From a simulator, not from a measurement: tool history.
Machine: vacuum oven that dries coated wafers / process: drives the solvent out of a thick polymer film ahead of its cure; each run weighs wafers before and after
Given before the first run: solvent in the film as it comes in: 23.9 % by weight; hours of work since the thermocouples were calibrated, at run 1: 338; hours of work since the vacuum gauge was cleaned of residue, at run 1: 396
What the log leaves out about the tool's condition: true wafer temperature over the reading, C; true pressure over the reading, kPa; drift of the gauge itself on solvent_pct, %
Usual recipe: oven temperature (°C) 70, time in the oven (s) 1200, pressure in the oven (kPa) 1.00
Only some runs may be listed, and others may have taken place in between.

run	day	oven temperature (°C)	time in the oven (s)	pressure in the oven (kPa)	hours of work since the thermocouples were calibrated	hours of work since the vacuum gauge was cleaned of residue	solvent left in the film (%)
1	0.000	70	1200	1.00	338	396	4.45
2	0.604	70	1200	1.00	345	402	4.51
3	1.300	70	1200	1.00	352	410	4.34
4	1.788	58	1200	1.00	358	415	9.12
5	2.267	74	1200	1.00	363	420	3.10
6	2.842	58	1200	1.00	369	427	8.95
7	3.483	70	1200	1.00	376	434	4.34
8	4.296	70	1200	1.00	385	442	4.45
9	5.267	70	1200	1.00	396	453	4.29
10	5.938	70	1200	1.00	403	460	4.37
11	6.812	70	1200	1.00	412	470	4.30
12	7.571	70	1200	1.00	421	478	4.40
13	8.433	70	1200	1.00	430	487	4.37
14	9.146	70	900	1.00	438	495	6.09
15	9.588	70	900	1.00	443	500	6.11
16	10.354	70	1740	1.00	451	508	2.43
17	11.033	70	1740	1.00	458	516	2.46
18	11.604	70	1740	1.00	465	522	2.46
19	12.238	61	720	1.00	471	529	11.13
20	13.138	74	720	1.00	481	539	6.38
21	13.900	70	1140	1.00	489	547	4.63

Branching from run 21: 4 alternative next runs. What would each branch give?
A	14.550	70	1380	3.42	497	554	?
B	14.550	83	1200	1.00	497	554	?
C	14.550	71	1560	3.40	497	554	?
D	14.550	73	1440	1.00	497	554	?

run	solvent left in the film (%)
A	4.79
B	1.14
C	3.85
D	2.46
Without the tool's hidden state the same runs would have given:
run	solvent left in the film (%)
A	4.89
B	1.16
C	3.93
D	2.51
